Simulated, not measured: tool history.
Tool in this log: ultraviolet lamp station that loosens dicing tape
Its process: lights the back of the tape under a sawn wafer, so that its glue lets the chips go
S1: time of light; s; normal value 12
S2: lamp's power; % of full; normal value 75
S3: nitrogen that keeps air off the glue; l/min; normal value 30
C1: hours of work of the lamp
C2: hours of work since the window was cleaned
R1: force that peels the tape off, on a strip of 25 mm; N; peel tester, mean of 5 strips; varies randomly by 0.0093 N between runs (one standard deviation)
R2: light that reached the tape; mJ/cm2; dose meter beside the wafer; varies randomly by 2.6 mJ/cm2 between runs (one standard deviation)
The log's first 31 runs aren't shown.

| run | hour | S1 | S2 | S3 | C1 | C2 | R1 | R2 |
|---|---|---|---|---|---|---|---|---|
| 32 | 642.0 | 12 | 83 | 30 | 721 | 196 | 0.522 | 301 |
| 33 | 671.0 | 12 | 83 | 30 | 741 | 216 | 0.525 | 295 |
| 34 | 699.8 | 12 | 83 | 30 | 762 | 237 | 0.542 | 289 |
| 35 | 717.4 | 15 | 83 | 19 | 775 | 250 | 0.493 | 359 |
| 36 | 745.4 | 12 | 85 | 44 | 795 | 270 | 0.417 | 290 |
| 37 | 769.2 | 7 | 86 | 31 | 812 | 287 | 1.580 | 173 |
| 38 | 783.4 | 9 | 70 | 38 | 822 | 297 | 1.234 | 176 |
| 39 | 795.4 | 9 | 86 | 38 | 831 | 306 | 0.872 | 217 |
| 40 | 814.1 | 12 | 72 | 11 | 844 | 319 | 1.726 | 244 |
| 41 | 834.5 | 12 | 78 | 44 | 859 | 334 | 0.526 | 263 |
| 42 | 858.9 | 22 | 67 | 44 | 876 | 351 | 0.215 | 400 |
| 43 | 882.0 | 10 | 96 | 30 | 893 | 368 | 0.681 | 267 |
| 44 | 905.2 | 22 | 96 | 27 | 910 | 385 | 0.179 | 569 |

What if the next run were any one of these 3? Each begins from the tool's condition after run 44:
| A | 925.1 | 22 | 69 | 27 | 924 | 399 | ? | ? |
| B | 925.1 | 15 | 70 | 27 | 924 | 399 | ? | ? |
| C | 925.1 | 10 | 92 | 27 | 924 | 399 | ? | ? |

| run | R1 | R2 |
|---|---|---|
| A | 0.295 | 401 |
| B | 0.626 | 275 |
| C | 0.874 | 245 |
What these runs would have given with no unlogged condition in the tool:
| run | R1 | R2 |
|---|---|---|
| A | 0.189 | 559 |
| B | 0.295 | 385 |
| C | 0.414 | 341 |
